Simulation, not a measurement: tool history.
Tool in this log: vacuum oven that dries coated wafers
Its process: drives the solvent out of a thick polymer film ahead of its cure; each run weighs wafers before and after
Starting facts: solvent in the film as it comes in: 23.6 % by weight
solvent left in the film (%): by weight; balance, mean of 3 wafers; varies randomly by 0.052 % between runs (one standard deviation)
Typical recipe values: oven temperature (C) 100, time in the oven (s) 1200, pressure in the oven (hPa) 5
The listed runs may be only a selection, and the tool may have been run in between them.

Run 1, hour 0: usual settings. Result: solvent left in the film (%) 1.36.
Run 2, hour 27.5: usual settings. Result: solvent left in the film (%) 1.31.
Run 3, hour 59.7: usual settings. Result: solvent left in the film (%) 1.27.
Run 4, hour 93.1: usual settings but oven temperature (C) 102. Result: solvent left in the film (%) 0.99.
Run 5, hour 110.4: usual settings but pressure in the oven (hPa) 19.68. Result: solvent left in the film (%) 2.18.
Run 6, hour 144.9: usual settings. Result: solvent left in the film (%) 1.34.
Run 7, hour 174: usual settings. Result: solvent left in the film (%) 1.29.
Run 8, hour 204.7: usual settings. Result: solvent left in the film (%) 1.31.
Run 9, hour 235.4: usual settings. Result: solvent left in the film (%) 1.27.
Run 10, hour 265.6: usual settings. Result: solvent left in the film (%) 1.33.
Run 11, hour 294.9: usual settings. Result: solvent left in the film (%) 1.42.
Run 12, hour 318.4: usual settings. Result: solvent left in the film (%) 1.37.
Run 13, hour 339.7: usual settings. Result: solvent left in the film (%) 1.45.
Run 14, hour 360.4: usual settings. Result: solvent left in the film (%) 1.37.
Run 15, hour 392.6: usual settings but time in the oven (s) 780. Result: solvent left in the film (%) 3.17.
Run 16, hour 413.1: usual settings but time in the oven (s) 1440. Result: solvent left in the film (%) 0.82.
Run 17, hour 442: usual settings but time in the oven (s) 1440. Result: solvent left in the film (%) 0.91.
Run 18, hour 470.8: usual settings but time in the oven (s) 1440. Result: solvent left in the film (%) 0.89.
Run 19, hour 493.7: usual settings but time in the oven (s) 1440, pressure in the oven (hPa) 9.05. Result: solvent left in the film (%) 1.02.
Run 20, hour 528.3: usual settings. Result: solvent left in the film (%) 1.43.
Run 21, hour 559.2: usual settings. Result: solvent left in the film (%) 1.36.
Run 22, hour 581.3: usual settings but pressure in the oven (hPa) 5.96. Result: solvent left in the film (%) 1.49.
Run 23, hour 617.9: usual settings but pressure in the oven (hPa) 5.96. Result: solvent left in the film (%) 1.31.
Run 24, hour 651.1: usual settings but oven temperature (C) 103, time in the oven (s) 660, pressure in the oven (hPa) 7.16. Result: solvent left in the film (%) 3.51.
Run 25, hour 686.9: usual settings but oven temperature (C) 96, time in the oven (s) 660, pressure in the oven (hPa) 4. Result: solvent left in the film (%) 5.05.
Run 26, hour 712.4: usual settings but oven temperature (C) 96, time in the oven (s) 660, pressure in the oven (hPa) 4. Result: solvent left in the film (%) 5.16.
Run 27, hour 737.8: usual settings but oven temperature (C) 96, time in the oven (s) 660, pressure in the oven (hPa) 4. Result: solvent left in the film (%) 5.16.
Run 28, hour 768.3: usual settings but oven temperature (C) 96, time in the oven (s) 660, pressure in the oven (hPa) 4. Result: solvent left in the film (%) 5.11.
Run 29, hour 788.9: usual settings but oven temperature (C) 107, time in the oven (s) 2040, pressure in the oven (hPa) 4. Result: solvent left in the film (%) 0.2.
Run 30, hour 818.2: usual settings but oven temperature (C) 107, time in the oven (s) 1980, pressure in the oven (hPa) 17.21. Result: solvent left in the film (%) 0.79.
Run 31, hour 851.4: usual settings but oven temperature (C) 107, time in the oven (s) 1980, pressure in the oven (hPa) 17.21. Result: solvent left in the film (%) 0.75.
Run 32, hour 878.3: usual settings but oven temperature (C) 107, time in the oven (s) 1980, pressure in the oven (hPa) 17.21. Result: solvent left in the film (%) 0.82.
Run 33, hour 908: usual settings but oven temperature (C) 107, time in the oven (s) 1980, pressure in the oven (hPa) 17.21. Result: solvent left in the film (%) 0.78.
Run 34, hour 933.1: usual settings but oven temperature (C) 107, time in the oven (s) 1980, pressure in the oven (hPa) 17.21. Result: solvent left in the film (%) 0.81.
Run 35, hour 950.3: usual settings but time in the oven (s) 720, pressure in the oven (hPa) 13.42. Result: solvent left in the film (%) 4.1.
Run 36, hour 983.5: usual settings but time in the oven (s) 1020, pressure in the oven (hPa) 4.91. Result: solvent left in the film (%) 1.9.
Run 37, hour 1020.9: usual settings but time in the oven (s) 1020, pressure in the oven (hPa) 4.91. Result: solvent left in the film (%) 1.96.
Run 38, hour 1055.4: usual settings but pressure in the oven (hPa) 3.68. Result: solvent left in the film (%) 1.3.
Run 39, hour 1078.7: usual settings but pressure in the oven (hPa) 16.75. Result: solvent left in the film (%) 1.89.
Run 40, hour 1114.5: usual settings but oven temperature (C) 86, time in the oven (s) 660. Result: solvent left in the film (%) 8.09.
Run 41, hour 1130.6: usual settings but oven temperature (C) 101, time in the oven (s) 900, pressure in the oven (hPa) 7.59. Result: solvent left in the film (%) 2.42.
Run 42, hour 1157.2: usual settings but oven temperature (C) 90, time in the oven (s) 900, pressure in the oven (hPa) 6.12. Result: solvent left in the film (%) 4.92.
Run 43, hour 1179.2: usual settings but oven temperature (C) 90, time in the oven (s) 900, pressure in the oven (hPa) 6.12. Result: solvent left in the film (%) 4.91.
Run 44, hour 1195.2: usual settings but oven temperature (C) 90, time in the oven (s) 900, pressure in the oven (hPa) 6.12. Result: solvent left in the film (%) 4.84.
Run 45, hour 1219: usual settings but oven temperature (C) 86, time in the oven (s) 1920, pressure in the oven (hPa) 3.69. Result: solvent left in the film (%) 1.76.
Run 46, hour 1240.9: usual settings but oven temperature (C) 97, pressure in the oven (hPa) 3.85. Result: solvent left in the film (%) 1.67.

3 options for the next run, each taken on its own from the tool as it stands now. Forecast them:
Run A, hour 1258.7: usual settings but oven temperature (C) 113, time in the oven (s) 1800. Result: solvent left in the film (%) ?.
Run B, hour 1258.7: usual settings but oven temperature (C) 106, time in the oven (s) 600. Result: solvent left in the film (%) ?.
Run C, hour 1258.7: usual settings but oven temperature (C) 95, time in the oven (s) 1440, pressure in the oven (hPa) 3.85. Result: solvent left in the film (%) ?.

run  solvent left in the film (%)
  A                          0.07
  B                          3.42
  C                          1.24
With no hidden state in the tool, these same runs would have given:
run  solvent left in the film (%)
  A                          0.07
  B                          3.41
  C                          1.23

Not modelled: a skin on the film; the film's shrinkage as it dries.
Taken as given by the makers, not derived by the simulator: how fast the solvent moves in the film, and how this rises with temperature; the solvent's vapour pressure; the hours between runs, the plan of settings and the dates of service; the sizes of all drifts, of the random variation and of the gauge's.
